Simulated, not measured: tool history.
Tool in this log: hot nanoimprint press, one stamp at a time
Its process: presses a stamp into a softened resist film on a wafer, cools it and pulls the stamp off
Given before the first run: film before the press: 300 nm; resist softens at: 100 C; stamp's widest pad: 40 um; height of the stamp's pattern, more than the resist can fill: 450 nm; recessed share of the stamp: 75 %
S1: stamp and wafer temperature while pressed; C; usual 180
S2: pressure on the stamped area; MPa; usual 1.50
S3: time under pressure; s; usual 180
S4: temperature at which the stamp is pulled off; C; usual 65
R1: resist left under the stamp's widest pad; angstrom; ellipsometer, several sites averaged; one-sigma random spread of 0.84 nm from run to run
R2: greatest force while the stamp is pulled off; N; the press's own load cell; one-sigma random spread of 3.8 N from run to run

{"run": 1, "hour": 0.0, "S1": 180, "S2": 1.5, "S3": 180, "S4": 65, "R1": 1518, "R2": 211}
{"run": 2, "hour": 62.8, "S1": 180, "S2": 1.5, "S3": 202, "S4": 65, "R1": 1460, "R2": 218}
{"run": 3, "hour": 102.2, "S1": 180, "S2": 1.5, "S3": 202, "S4": 65, "R1": 1488, "R2": 219}
{"run": 4, "hour": 140.7, "S1": 180, "S2": 1.43, "S3": 180, "S4": 65, "R1": 1581, "R2": 224}
{"hour": 157.5, "done": "stamp cleaned and given a new release coat"}
{"run": 5, "hour": 205.1, "S1": 180, "S2": 1.43, "S3": 180, "S4": 65, "R1": 1600, "R2": 194}
{"run": 6, "hour": 248.7, "S1": 180, "S2": 1.43, "S3": 180, "S4": 65, "R1": 1602, "R2": 204}
{"run": 7, "hour": 317.5, "S1": 180, "S2": 1.5, "S3": 180, "S4": 65, "R1": 1570, "R2": 219}
{"run": 8, "hour": 352.3, "S1": 180, "S2": 1.5, "S3": 180, "S4": 71, "R1": 1584, "R2": 214}
{"run": 9, "hour": 412.2, "S1": 180, "S2": 1.5, "S3": 180, "S4": 71, "R1": 1596, "R2": 217}
{"hour": 420.7, "done": "plate thermocouple calibrated"}
{"hour": 443.6, "done": "stamp cleaned and given a new release coat"}
{"run": 10, "hour": 490.6, "S1": 180, "S2": 1.5, "S3": 180, "S4": 71, "R1": 1616, "R2": 196}
{"run": 11, "hour": 564.5, "S1": 176, "S2": 1.63, "S3": 180, "S4": 65, "R1": 1736, "R2": 210}
{"hour": 633.2, "done": "plate thermocouple calibrated, once more"}
{"run": 12, "hour": 633.2, "S1": 176, "S2": 1.63, "S3": 180, "S4": 68, "R1": 1627, "R2": 203}
{"run": 13, "hour": 692.0, "S1": 180, "S2": 1.5, "S3": 180, "S4": 58, "R1": 1549, "R2": 236}
{"hour": 726.5, "done": "stamp cleaned and given a new release coat"}
{"run": 14, "hour": 747.9, "S1": 185, "S2": 1.5, "S3": 180, "S4": 57, "R1": 1379, "R2": 205}

Alternative continuations, all from the tool just after run 14; predict every row:
{"run": "A", "hour": 811.3, "S1": 187, "S2": 1.5, "S3": 180, "S4": 60, "R1": "?", "R2": "?"}
{"run": "B", "hour": 811.3, "S1": 180, "S2": 1.56, "S3": 180, "S4": 63, "R1": "?", "R2": "?"}
{"run": "C", "hour": 811.3, "S1": 185, "S2": 1.5, "S3": 180, "S4": 59, "R1": "?", "R2": "?"}
{"run": "D", "hour": 811.3, "S1": 180, "S2": 1.5, "S3": 148, "S4": 54, "R1": "?", "R2": "?"}

run=A R1=1316 R2=207
run=B R1=1533 R2=201
run=C R1=1382 R2=214
run=D R1=1658 R2=213
What these runs would have given with no unlogged condition in the tool:
run=A R1=1277 R2=194
run=B R1=1488 R2=188
run=C R1=1341 R2=201
run=D R1=1613 R2=200
